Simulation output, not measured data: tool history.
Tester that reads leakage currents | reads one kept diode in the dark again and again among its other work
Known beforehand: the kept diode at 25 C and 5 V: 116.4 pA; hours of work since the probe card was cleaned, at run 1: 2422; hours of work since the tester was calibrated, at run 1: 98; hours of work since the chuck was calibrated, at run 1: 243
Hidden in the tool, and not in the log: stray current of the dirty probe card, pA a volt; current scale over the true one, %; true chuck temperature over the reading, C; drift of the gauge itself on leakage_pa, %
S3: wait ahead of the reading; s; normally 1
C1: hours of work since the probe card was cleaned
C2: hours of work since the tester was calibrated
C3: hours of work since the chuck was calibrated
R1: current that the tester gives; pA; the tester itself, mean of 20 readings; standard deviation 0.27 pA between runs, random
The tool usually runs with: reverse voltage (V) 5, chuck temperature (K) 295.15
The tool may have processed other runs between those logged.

{"run": 1, "hour": 0.0, "reverse voltage (V)": 5, "chuck temperature (K)": 295.15, "S3": 1, "C1": 2422, "C2": 98, "C3": 243, "R1": 98.71}
{"run": 2, "hour": 60.3, "reverse voltage (V)": 5, "chuck temperature (K)": 295.15, "S3": 1, "C1": 2465, "C2": 141, "C3": 286, "R1": 98.51}
{"run": 3, "hour": 129.6, "reverse voltage (V)": 5, "chuck temperature (K)": 295.15, "S3": 1, "C1": 2514, "C2": 191, "C3": 336, "R1": 98.15}
{"hour": 171.6, "done": "probe card cleaned and baked"}
{"run": 4, "hour": 197.9, "reverse voltage (V)": 5, "chuck temperature (K)": 295.15, "S3": 1, "C1": 19, "C2": 238, "C3": 382, "R1": 86.97}
{"run": 5, "hour": 255.2, "reverse voltage (V)": 5, "chuck temperature (K)": 295.15, "S3": 1, "C1": 60, "C2": 279, "C3": 423, "R1": 86.55}
{"run": 6, "hour": 307.6, "reverse voltage (V)": 5, "chuck temperature (K)": 295.15, "S3": 0.82, "C1": 97, "C2": 316, "C3": 461, "R1": 86.47}
{"run": 7, "hour": 339.0, "reverse voltage (V)": 5, "chuck temperature (K)": 295.15, "S3": 0.82, "C1": 120, "C2": 339, "C3": 483, "R1": 86.78}
{"run": 8, "hour": 391.1, "reverse voltage (V)": 5, "chuck temperature (K)": 295.15, "S3": 0.82, "C1": 157, "C2": 376, "C3": 521, "R1": 86.48}
{"run": 9, "hour": 461.1, "reverse voltage (V)": 5, "chuck temperature (K)": 295.15, "S3": 1, "C1": 207, "C2": 426, "C3": 571, "R1": 86.17}
{"hour": 468.4, "done": "chuck's temperature calibrated"}
{"run": 10, "hour": 506.6, "reverse voltage (V)": 5, "chuck temperature (K)": 319.15, "S3": 5.29, "C1": 238, "C2": 457, "C3": 27, "R1": 640.8}
{"run": 11, "hour": 543.5, "reverse voltage (V)": 1.39, "chuck temperature (K)": 298.15, "S3": 6.82, "C1": 265, "C2": 484, "C3": 54, "R1": 55.31}
{"run": 12, "hour": 588.8, "reverse voltage (V)": 3.22, "chuck temperature (K)": 326.15, "S3": 0.31, "C1": 297, "C2": 516, "C3": 86, "R1": 866.95}
{"run": 13, "hour": 659.8, "reverse voltage (V)": 3.22, "chuck temperature (K)": 297.15, "S3": 0.31, "C1": 348, "C2": 567, "C3": 137, "R1": 80.53}
{"hour": 691.6, "done": "chuck's temperature calibrated, once more"}
{"run": 14, "hour": 724.5, "reverse voltage (V)": 5, "chuck temperature (K)": 306.15, "S3": 3.64, "C1": 393, "C2": 612, "C3": 24, "R1": 235.53}
{"run": 15, "hour": 790.6, "reverse voltage (V)": 5.74, "chuck temperature (K)": 305.15, "S3": 3.64, "C1": 440, "C2": 659, "C3": 71, "R1": 231.67}
{"run": 16, "hour": 837.7, "reverse voltage (V)": 17.49, "chuck temperature (K)": 305.15, "S3": 3.64, "C1": 474, "C2": 693, "C3": 105, "R1": 421.65}
{"run": 17, "hour": 890.5, "reverse voltage (V)": 17.49, "chuck temperature (K)": 305.15, "S3": 3.64, "C1": 512, "C2": 730, "C3": 142, "R1": 424.26}

The same runs without the tool's hidden state, with the same run-to-run variation:
run=1 R1=89.62
run=2 R1=89.51
run=3 R1=89.24
run=4 R1=89.92
run=5 R1=89.57
run=6 R1=89.57
run=7 R1=89.92
run=8 R1=89.69
run=9 R1=89.47
run=10 R1=680.18
run=11 R1=59.08
run=12 R1=921.47
run=13 R1=85.91
run=14 R1=236.08
run=15 R1=232.34
run=16 R1=420.38
run=17 R1=423.46
